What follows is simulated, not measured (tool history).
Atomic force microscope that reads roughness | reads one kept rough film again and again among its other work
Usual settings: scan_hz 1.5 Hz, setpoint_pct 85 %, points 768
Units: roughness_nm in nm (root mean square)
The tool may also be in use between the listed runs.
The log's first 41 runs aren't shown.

| run | hour | scan_hz | setpoint_pct | points | pictures with this tip | hours of work since the height scale was calibrated | roughness_nm |
|---|---|---|---|---|---|---|---|
| 42 | 831.3 | 1.5 | 85 | 550 | 67 | 238 | 2.029 |
| 43 | 856.3 | 2.8 | 85 | 506 | 115 | 253 | 1.841 |
| 44 | 869.3 | 2.39 | 72 | 307 | 141 | 261 | 1.921 |
| 45 | 893.3 | 1.5 | 58 | 313 | 188 | 275 | 1.933 |
| 46 | 915.3 | 1.5 | 58 | 313 | 231 | 288 | 1.885 |
| 47 | 937.7 | 1.5 | 66 | 842 | 275 | 301 | 1.839 |
|  | 940.4 | new tip fitted |
| 48 | 961.5 | 2.07 | 61 | 651 | 41 | 315 | 2.124 |
| 49 | 986 | 1.5 | 77 | 358 | 89 | 329 | 1.999 |
| 50 | 998 | 1.5 | 77 | 358 | 113 | 336 | 1.941 |
| 51 | 1015.5 | 1.5 | 75 | 892 | 147 | 347 | 1.94 |
| 52 | 1034.8 | 0.5 | 64 | 440 | 185 | 358 | 1.946 |

5 ways to go on from here, each from the tool as it stands after run 52. What would each give?
| A | 1049.9 | 2.29 | 68 | 987 | 214 | 367 | ? |
| B | 1049.9 | 1.79 | 68 | 768 | 214 | 367 | ? |
| C | 1049.9 | 0.5 | 64 | 743 | 214 | 367 | ? |
| D | 1049.9 | 1.28 | 86 | 768 | 214 | 367 | ? |
| E | 1049.9 | 1.45 | 75 | 286 | 214 | 367 | ? |

| run | roughness_nm |
|---|---|
| A | 1.838 |
| B | 1.866 |
| C | 1.91 |
| D | 1.799 |
| E | 1.822 |
Without the tool's hidden state the same runs would have given:
| run | roughness_nm |
|---|---|
| A | 2.192 |
| B | 2.224 |
| C | 2.278 |
| D | 2.145 |
| E | 2.174 |
